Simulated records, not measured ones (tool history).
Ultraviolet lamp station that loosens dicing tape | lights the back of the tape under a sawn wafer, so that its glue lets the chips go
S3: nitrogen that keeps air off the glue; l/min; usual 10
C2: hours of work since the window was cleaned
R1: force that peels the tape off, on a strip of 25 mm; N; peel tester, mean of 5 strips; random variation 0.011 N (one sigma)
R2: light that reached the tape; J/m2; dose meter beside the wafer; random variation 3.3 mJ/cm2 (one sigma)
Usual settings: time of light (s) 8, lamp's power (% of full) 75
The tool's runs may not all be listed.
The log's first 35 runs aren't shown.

run 36 hour=468.2 | time_of_light_(s)=8 lamp's_power_(%_of_full)=75 S3=9 | hours_of_work_of_the_lamp=91 C2=628 | R1=0.543 R2=5250
run 37 hour=483.1 | time_of_light_(s)=8 lamp's_power_(%_of_full)=99 S3=13 | hours_of_work_of_the_lamp=101 C2=638 | R1=0.237 R2=6920
run 38 hour=490.7 | time_of_light_(s)=8 lamp's_power_(%_of_full)=71 S3=3 | hours_of_work_of_the_lamp=106 C2=643 | R1=1.078 R2=4950
run 39 hour=507.5 | time_of_light_(s)=8 lamp's_power_(%_of_full)=71 S3=3 | hours_of_work_of_the_lamp=118 C2=655 | R1=1.094 R2=5000
run 40 hour=525.2 | time_of_light_(s)=8 lamp's_power_(%_of_full)=75 S3=10 | hours_of_work_of_the_lamp=130 C2=667 | R1=0.495 R2=5250
run 41 hour=535.1 | time_of_light_(s)=14 lamp's_power_(%_of_full)=88 S3=17 | hours_of_work_of_the_lamp=136 C2=673 | R1=0.134 R2=10810
run 42 hour=543.3 | time_of_light_(s)=5 lamp's_power_(%_of_full)=99 S3=18 | hours_of_work_of_the_lamp=142 C2=679 | R1=0.632 R2=4360
-- hour=544.9 window cleaned of glue's vapour
run 43 hour=551.4 | time_of_light_(s)=5 lamp's_power_(%_of_full)=99 S3=18 | hours_of_work_of_the_lamp=147 C2=4 | R1=0.635 R2=4350

Forecast each of these 4 alternatives for the next run:
run A hour=569.5 | time_of_light_(s)=10 lamp's_power_(%_of_full)=95 S3=14 | hours_of_work_of_the_lamp=159 C2=17 | R1=? R2=?
run B hour=569.5 | time_of_light_(s)=5 lamp's_power_(%_of_full)=99 S3=6 | hours_of_work_of_the_lamp=159 C2=17 | R1=? R2=?
run C hour=569.5 | time_of_light_(s)=15 lamp's_power_(%_of_full)=99 S3=18 | hours_of_work_of_the_lamp=159 C2=17 | R1=? R2=?
run D hour=569.5 | time_of_light_(s)=8 lamp's_power_(%_of_full)=71 S3=13 | hours_of_work_of_the_lamp=159 C2=17 | R1=? R2=?

run=A R1=0.155 R2=8360
run=B R1=0.969 R2=4350
run=C R1=0.117 R2=12990
run=D R1=0.507 R2=4960
Without the tool's hidden state the same runs would have given:
run=A R1=0.155 R2=8370
run=B R1=0.967 R2=4350
run=C R1=0.117 R2=13010
run=D R1=0.505 R2=4970
